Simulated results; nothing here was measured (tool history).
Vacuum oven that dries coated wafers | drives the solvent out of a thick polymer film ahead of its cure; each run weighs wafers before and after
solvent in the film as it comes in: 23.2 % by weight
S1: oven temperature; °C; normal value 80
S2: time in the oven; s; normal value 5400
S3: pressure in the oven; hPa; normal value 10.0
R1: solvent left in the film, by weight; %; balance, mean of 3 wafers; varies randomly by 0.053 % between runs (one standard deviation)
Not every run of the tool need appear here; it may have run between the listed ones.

{"run": 1, "day": 0.0, "S1": 80, "S2": 5400, "S3": 10.0, "R1": 1.73}
{"run": 2, "day": 0.829, "S1": 80, "S2": 5400, "S3": 10.0, "R1": 1.73}
{"run": 3, "day": 1.533, "S1": 80, "S2": 5400, "S3": 10.0, "R1": 1.73}
{"run": 4, "day": 1.962, "S1": 80, "S2": 5400, "S3": 11.3, "R1": 1.7}
{"run": 5, "day": 2.829, "S1": 80, "S2": 3420, "S3": 10.0, "R1": 3.77}
{"run": 6, "day": 3.554, "S1": 80, "S2": 3420, "S3": 10.0, "R1": 3.78}
{"run": 7, "day": 3.958, "S1": 80, "S2": 3420, "S3": 10.0, "R1": 3.83}
{"run": 8, "day": 4.654, "S1": 80, "S2": 3420, "S3": 10.0, "R1": 3.95}
{"run": 9, "day": 5.292, "S1": 80, "S2": 5400, "S3": 5.3, "R1": 1.52}
{"run": 10, "day": 5.808, "S1": 75, "S2": 5400, "S3": 10.0, "R1": 3.05}
{"run": 11, "day": 6.433, "S1": 75, "S2": 5400, "S3": 10.0, "R1": 2.88}
{"run": 12, "day": 7.346, "S1": 75, "S2": 5400, "S3": 10.0, "R1": 3.06}
{"run": 13, "day": 7.996, "S1": 75, "S2": 3780, "S3": 10.0, "R1": 5.05}
{"day": 8.142, "done": "vacuum gauge cleaned of residue and calibrated"}
{"run": 14, "day": 8.988, "S1": 80, "S2": 5400, "S3": 18.7, "R1": 2.03}
{"run": 15, "day": 9.55, "S1": 80, "S2": 5400, "S3": 18.7, "R1": 2.16}
{"run": 16, "day": 10.329, "S1": 80, "S2": 5400, "S3": 18.7, "R1": 2.07}
{"run": 17, "day": 10.942, "S1": 80, "S2": 9300, "S3": 10.0, "R1": 0.73}
{"run": 18, "day": 11.55, "S1": 80, "S2": 9300, "S3": 10.0, "R1": 0.72}
{"day": 12.104, "done": "vacuum gauge cleaned of residue and calibrated, once more"}
{"run": 19, "day": 12.104, "S1": 80, "S2": 9300, "S3": 5.4, "R1": 0.39}
{"run": 20, "day": 12.988, "S1": 80, "S2": 5400, "S3": 10.0, "R1": 1.68}
{"run": 21, "day": 13.95, "S1": 80, "S2": 5400, "S3": 10.0, "R1": 1.72}
{"run": 22, "day": 14.638, "S1": 80, "S2": 5400, "S3": 10.0, "R1": 1.64}
{"run": 23, "day": 15.417, "S1": 80, "S2": 4800, "S3": 6.4, "R1": 2.1}
{"run": 24, "day": 15.954, "S1": 80, "S2": 4800, "S3": 6.4, "R1": 2.09}
{"run": 25, "day": 16.654, "S1": 80, "S2": 5700, "S3": 21.4, "R1": 2.03}
{"run": 26, "day": 17.329, "S1": 80, "S2": 5700, "S3": 21.4, "R1": 1.94}
{"run": 27, "day": 18.167, "S1": 80, "S2": 5700, "S3": 21.4, "R1": 2.09}
{"run": 28, "day": 19.112, "S1": 80, "S2": 5700, "S3": 21.4, "R1": 2.06}
{"run": 29, "day": 19.804, "S1": 80, "S2": 5700, "S3": 21.4, "R1": 2.09}
{"run": 30, "day": 20.742, "S1": 82, "S2": 3120, "S3": 21.4, "R1": 4.2}
{"run": 31, "day": 21.338, "S1": 82, "S2": 3120, "S3": 21.4, "R1": 4.12}
{"run": 32, "day": 21.879, "S1": 82, "S2": 5340, "S3": 13.3, "R1": 1.51}
{"run": 33, "day": 22.512, "S1": 71, "S2": 5640, "S3": 5.5, "R1": 3.91}
{"run": 34, "day": 23.388, "S1": 80, "S2": 5400, "S3": 15.7, "R1": 2.04}
{"run": 35, "day": 24.271, "S1": 80, "S2": 5400, "S3": 15.7, "R1": 2.03}
{"run": 36, "day": 25.079, "S1": 80, "S2": 5400, "S3": 33.5, "R1": 2.77}
{"run": 37, "day": 25.596, "S1": 88, "S2": 7680, "S3": 10.0, "R1": 0.41}
{"run": 38, "day": 26.012, "S1": 80, "S2": 7440, "S3": 5.8, "R1": 0.81}
{"run": 39, "day": 26.683, "S1": 80, "S2": 7440, "S3": 5.8, "R1": 0.8}
{"run": 40, "day": 27.071, "S1": 87, "S2": 5400, "S3": 13.8, "R1": 0.84}

4 options for the next run, each taken on its own from the tool as it stands now. Forecast them:
{"run": "A", "day": 27.638, "S1": 87, "S2": 5400, "S3": 6.6, "R1": "?"}
{"run": "B", "day": 27.638, "S1": 68, "S2": 3480, "S3": 13.8, "R1": "?"}
{"run": "C", "day": 27.638, "S1": 87, "S2": 8100, "S3": 13.8, "R1": "?"}
{"run": "D", "day": 27.638, "S1": 82, "S2": 6900, "S3": 19.6, "R1": "?"}

run=A R1=0.66
run=B R1=8.67
run=C R1=0.58
run=D R1=1.27
Had the tool no hidden state, the same runs would have come out as:
run=A R1=0.60
run=B R1=8.48
run=C R1=0.55
run=D R1=1.20

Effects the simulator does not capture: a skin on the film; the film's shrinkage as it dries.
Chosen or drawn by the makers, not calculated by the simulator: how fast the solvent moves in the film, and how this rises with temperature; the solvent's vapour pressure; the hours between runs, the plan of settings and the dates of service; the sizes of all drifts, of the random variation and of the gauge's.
